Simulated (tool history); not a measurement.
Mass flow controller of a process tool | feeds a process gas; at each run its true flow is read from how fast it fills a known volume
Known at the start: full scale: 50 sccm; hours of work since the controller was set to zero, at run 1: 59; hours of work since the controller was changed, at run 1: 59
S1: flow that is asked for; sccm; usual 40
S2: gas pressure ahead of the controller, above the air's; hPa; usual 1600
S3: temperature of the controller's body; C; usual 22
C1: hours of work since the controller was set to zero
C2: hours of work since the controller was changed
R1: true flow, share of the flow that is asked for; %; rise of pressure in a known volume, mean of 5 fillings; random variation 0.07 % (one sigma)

run	hour	S1	S2	S3	C1	C2	R1
1	0.0	40	1600	22	59	59	99.27
2	322.5	40	1600	22	273	273	99.42
3	699.3	40	1600	28	524	524	99.63
4	938.9	8	1600	28	683	683	98.15
5	1218.0	8	1600	28	868	868	98.18
6	1407.2	8	1600	28	994	994	98.03
7	1814.8	40	1600	22	1265	1265	99.81
8	2196.9	40	1600	22	1519	1519	99.89
9	2385.6	40	1600	38	1644	1644	100.55
10	2630.8	40	1600	38	1807	1807	100.72
11	3035.4	40	1600	38	2076	2076	100.62
12	3234.3	40	1600	38	2208	2208	100.74
13	3502.9	40	2490	38	2386	2386	101.50
14	3893.9	40	1600	22	2646	2646	100.36
15	4295.4	40	1600	22	2913	2913	100.51
16	4653.0	40	1600	22	3151	3151	100.67
17	4918.9	40	2120	22	3327	3327	100.77
18	5122.5	40	2120	22	3463	3463	101.10
19	5390.2	40	2120	22	3640	3640	100.99
20	5769.7	6	1790	20	3893	3893	97.42
21	6136.0	46	2310	32	4136	4136	102.03
22	6371.1	40	2490	28	4292	4292	101.83
23	6642.8	7	2730	26	4473	4473	98.77
24	6864.6	7	2730	26	4620	4620	98.69
25	7245.5	11	1600	24	4873	4873	99.00
# hour 7492.0: controller exchanged for a calibrated one
26	7559.9	14	1600	28	45	45	98.00
27	7924.5	17	1900	25	287	287	98.47
28	8151.4	31	2410	33	438	438	99.77
29	8536.3	8	2130	31	694	694	98.27
30	8869.2	43	1600	35	915	915	100.06
31	9244.3	8	2530	35	1164	1164	98.76
32	9486.0	8	2530	35	1325	1325	98.92
33	9798.4	8	2530	35	1532	1532	98.91
34	10101.8	27	1600	22	1734	1734	99.17
35	10314.8	5	2390	30	1876	1876	97.87
36	10631.8	5	2390	30	2086	2086	98.01
37	10889.2	40	1860	22	2257	2257	100.25
38	11108.8	30	1550	37	2403	2403	100.03

Measured less the same run without the tool's hidden state. The same run-to-run variation is in both; the gauge's scatter may not be:
The hidden state here: flow at rest that the sensor doesn't see, % of full scale; true flow over the shown one, %; drift of the gauge itself on true_pct, %.
run	R1
1	+0.07
2	+0.16
3	+0.27
4	-0.08
5	-0.07
6	-0.06
7	+0.57
8	+0.67
9	+0.73
10	+0.79
11	+0.90
12	+0.95
13	+1.02
14	+1.13
15	+1.23
16	+1.33
17	+1.39
18	+1.45
19	+1.51
20	-0.42
21	+1.75
22	+1.76
23	-0.08
24	-0.07
25	+0.84
26	-0.25
27	-0.13
28	+0.00
29	-0.28
30	+0.24
31	-0.25
32	-0.23
33	-0.22
34	+0.47
35	-0.78
36	-0.80
37	+0.77
38	+0.74
